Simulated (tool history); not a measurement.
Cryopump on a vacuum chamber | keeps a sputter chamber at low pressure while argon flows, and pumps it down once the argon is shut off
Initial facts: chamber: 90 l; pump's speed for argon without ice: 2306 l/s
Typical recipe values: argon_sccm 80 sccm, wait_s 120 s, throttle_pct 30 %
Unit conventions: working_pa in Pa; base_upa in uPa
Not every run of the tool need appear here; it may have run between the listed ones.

run,hour,argon_sccm,wait_s,throttle_pct,working_pa,base_upa
1,0.0,80,120,30,0.2042,1.19
2,88.2,80,120,30,0.2041,1.22
3,148.4,80,84,30,0.2050,1.48
4,210.0,80,84,30,0.2095,1.42
5,289.3,80,84,30,0.2099,1.54
6,351.8,80,120,30,0.2096,1.34
7,411.1,80,120,30,0.2124,1.44
8,459.2,80,120,30,0.2149,1.38
9,527.7,80,120,24,0.2653,1.43
10,583.7,112,120,24,0.3707,1.46
11,662.9,112,120,32,0.2576,0.72
12,705.5,112,120,32,0.2605,0.74
13,790.0,80,157,30,0.1995,0.59
14,840.1,39,157,23,0.1263,0.63
15,925.5,87,24,21,0.3090,2.79
16,963.4,80,78,31,0.1960,1.04
17,1035.6,80,107,30,0.2044,0.90
18,1119.5,80,107,30,0.2047,0.91
19,1176.8,157,228,30,0.4068,0.64
20,1260.7,42,120,44,0.0765,0.85
21,1313.7,50,31,59,0.0701,2.45
22,1383.6,90,75,18,0.3806,1.25
23,1433.6,90,55,18,0.3843,1.67
24,1511.0,90,55,18,0.3857,1.64
25,1570.2,90,28,59,0.1332,2.86
26,1653.6,90,28,59,0.1360,2.85

The log once held 2 entries between its listed runs, left out of this copy. Where does each go, and what is different about the tool's unlogged condition between the listed run before it and the listed run after it?
Runs 10 to 11: pump warmed up, emptied and cooled again (hour 602.5); leaking fittings of the chamber tightened, without venting (hour 613.8)
  pump's speed, % of a pump's without ice: 73.9 -> 98.4; cold plate's temperature, K: 12.59 -> 12.63; leak into the chamber, uPa l/s: 1660 -> 381
  difference, measured minus the result without the unlogged condition, working_pa: +0.0302 -> +0.0024 Pa; base_upa: +0.85 -> +0.04 uPa
